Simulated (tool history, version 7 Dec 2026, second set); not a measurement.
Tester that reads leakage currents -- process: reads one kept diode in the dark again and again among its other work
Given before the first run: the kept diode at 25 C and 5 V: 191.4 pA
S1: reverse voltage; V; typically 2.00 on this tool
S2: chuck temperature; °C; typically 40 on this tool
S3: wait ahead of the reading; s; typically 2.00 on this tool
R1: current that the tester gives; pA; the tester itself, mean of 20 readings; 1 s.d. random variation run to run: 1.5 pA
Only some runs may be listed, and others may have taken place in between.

Run 1, hour 0.0: usual settings. Result: R1 486.75 pA.
Run 2, hour 140.5: usual settings. Result: R1 489.28 pA.
Run 3, hour 323.8: usual settings. Result: R1 484.21 pA.
Run 4, hour 454.4: usual settings. Result: R1 482.97 pA.
Run 5, hour 558.4: usual settings. Result: R1 477.95 pA.
Run 6, hour 706.3: usual settings but S3 0.76 s. Result: R1 482.66 pA.
Run 7, hour 794.6: usual settings but S3 0.76 s. Result: R1 478.71 pA.
Run 8, hour 924.9: usual settings but S3 0.76 s. Result: R1 479.29 pA.
Run 9, hour 1054.2: usual settings but S3 1.21 s. Result: R1 477.74 pA.
Run 10, hour 1187.2: usual settings but S3 1.21 s. Result: R1 477.94 pA.
Run 11, hour 1385.7: usual settings but S3 1.21 s. Result: R1 495.13 pA.
Run 12, hour 1544.7: usual settings but S3 1.21 s. Result: R1 492.86 pA.
Run 13, hour 1662.2: usual settings but S2 34 °C, S3 1.21 s. Result: R1 304.26 pA.
Run 14, hour 1745.3: usual settings but S1 4.97 V, S3 0.34 s. Result: R1 666.52 pA.
Run 15, hour 1908.7: usual settings but S1 1.26 V, S2 39 °C, S3 0.34 s. Result: R1 387.88 pA.
Run 16, hour 2086.1: usual settings but S3 0.70 s. Result: R1 488.12 pA.
Run 17, hour 2270.1: usual settings but S3 0.70 s. Result: R1 485.24 pA.
Run 18, hour 2378.7: usual settings but S2 53 °C, S3 4.39 s. Result: R1 1295.71 pA.
Run 19, hour 2488.7: usual settings but S2 53 °C, S3 4.39 s. Result: R1 1289.01 pA.
Run 20, hour 2678.4: usual settings but S1 3.32 V, S2 55 °C, S3 2.14 s. Result: R1 1758.02 pA.
Run 21, hour 2798.7: usual settings but S1 3.32 V, S2 55 °C, S3 2.14 s. Result: R1 1752.28 pA.
Run 22, hour 2977.8: usual settings but S1 1.29 V, S3 3.18 s. Result: R1 414.02 pA.

Withheld: 3 entries from between the runs. Position of each, and hidden state at the listed run before versus the listed run after:
Logged between run 2 and run 3: probe card cleaned and baked (hour 199.1)
  stray current of the dirty probe card, pA a volt: 0.786 -> 0.08; current scale over the true one, %: 0.14 -> 0.18; true chuck temperature over the reading, C: -0.26 -> -0.3
  measured minus no-state result, R1: -7.69 -> -10.63 pA
Logged between run 10 and run 11: chuck's temperature calibrated (hour 1361.8)
  stray current of the dirty probe card, pA a volt: 0.442 -> 0.523; current scale over the true one, %: 0.34 -> 0.38; true chuck temperature over the reading, C: -0.51 -> -0.1
  measured minus no-state result, R1: -16.93 -> -1.03 pA
Logged between run 18 and run 19: probe card cleaned and baked (hour 2399.0)
  stray current of the dirty probe card, pA a volt: 0.938 -> 0.067; current scale over the true one, %: 0.56 -> 0.58; true chuck temperature over the reading, C: -0.35 -> -0.38
  measured minus no-state result, R1: -24.43 -> -28.40 pA
